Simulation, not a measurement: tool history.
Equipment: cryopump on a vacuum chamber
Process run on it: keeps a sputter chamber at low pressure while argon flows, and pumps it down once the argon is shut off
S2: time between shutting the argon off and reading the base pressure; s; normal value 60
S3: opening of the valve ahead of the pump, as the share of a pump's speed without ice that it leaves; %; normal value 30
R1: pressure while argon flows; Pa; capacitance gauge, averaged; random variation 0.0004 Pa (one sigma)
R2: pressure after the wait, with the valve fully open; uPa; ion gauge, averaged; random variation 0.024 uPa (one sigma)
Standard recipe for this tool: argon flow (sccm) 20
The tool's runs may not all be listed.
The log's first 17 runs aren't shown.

run 18 hour=304.9 | argon_flow_(sccm)=20 S2=49 S3=30 | R1=0.0536 R2=2.02
run 19 hour=329.8 | argon_flow_(sccm)=20 S2=148 S3=31 | R1=0.0522 R2=1.43
run 20 hour=341.4 | argon_flow_(sccm)=15 S2=60 S3=52 | R1=0.0244 R2=1.89
run 21 hour=352.7 | argon_flow_(sccm)=20 S2=204 S3=58 | R1=0.03 R2=1.36
run 22 hour=378.5 | argon_flow_(sccm)=20 S2=161 S3=53 | R1=0.0316 R2=1.43
run 23 hour=392.7 | argon_flow_(sccm)=19 S2=85 S3=25 | R1=0.0617 R2=1.77
run 24 hour=403.8 | argon_flow_(sccm)=40 S2=242 S3=42 | R1=0.0798 R2=1.46
run 25 hour=426.8 | argon_flow_(sccm)=40 S2=242 S3=42 | R1=0.0802 R2=1.44
run 26 hour=439.1 | argon_flow_(sccm)=40 S2=59 S3=21 | R1=0.1525 R2=2.09
run 27 hour=456.9 | argon_flow_(sccm)=40 S2=59 S3=21 | R1=0.1524 R2=2.13
run 28 hour=478.6 | argon_flow_(sccm)=31 S2=60 S3=30 | R1=0.0851 R2=2.12
run 29 hour=490.1 | argon_flow_(sccm)=15 S2=60 S3=30 | R1=0.0417 R2=2.08
run 30 hour=508 | argon_flow_(sccm)=13 S2=241 S3=17 | R1=0.0615 R2=1.59
run 31 hour=521.8 | argon_flow_(sccm)=18 S2=27 S3=45 | R1=0.0335 R2=3.11

What if the next run were any one of these 5? Each begins from the tool's condition after run 31:
run A hour=540.7 | argon_flow_(sccm)=8 S2=91 S3=45 | R1=? R2=?
run B hour=540.7 | argon_flow_(sccm)=29 S2=60 S3=30 | R1=? R2=?
run C hour=540.7 | argon_flow_(sccm)=18 S2=27 S3=19 | R1=? R2=?
run D hour=540.7 | argon_flow_(sccm)=20 S2=60 S3=18 | R1=? R2=?
run E hour=540.7 | argon_flow_(sccm)=23 S2=25 S3=45 | R1=? R2=?

run=A R1=0.0152 R2=1.94
run=B R1=0.0797 R2=2.12
run=C R1=0.0764 R2=3.13
run=D R1=0.0892 R2=2.21
run=E R1=0.0434 R2=3.28
With the hidden condition removed and each run's random variation left untouched, the same runs would have given:
run=A R1=0.0137 R2=0.64
run=B R1=0.0743 R2=0.87
run=C R1=0.073 R2=1.82
run=D R1=0.0855 R2=0.91
run=E R1=0.0391 R2=1.98
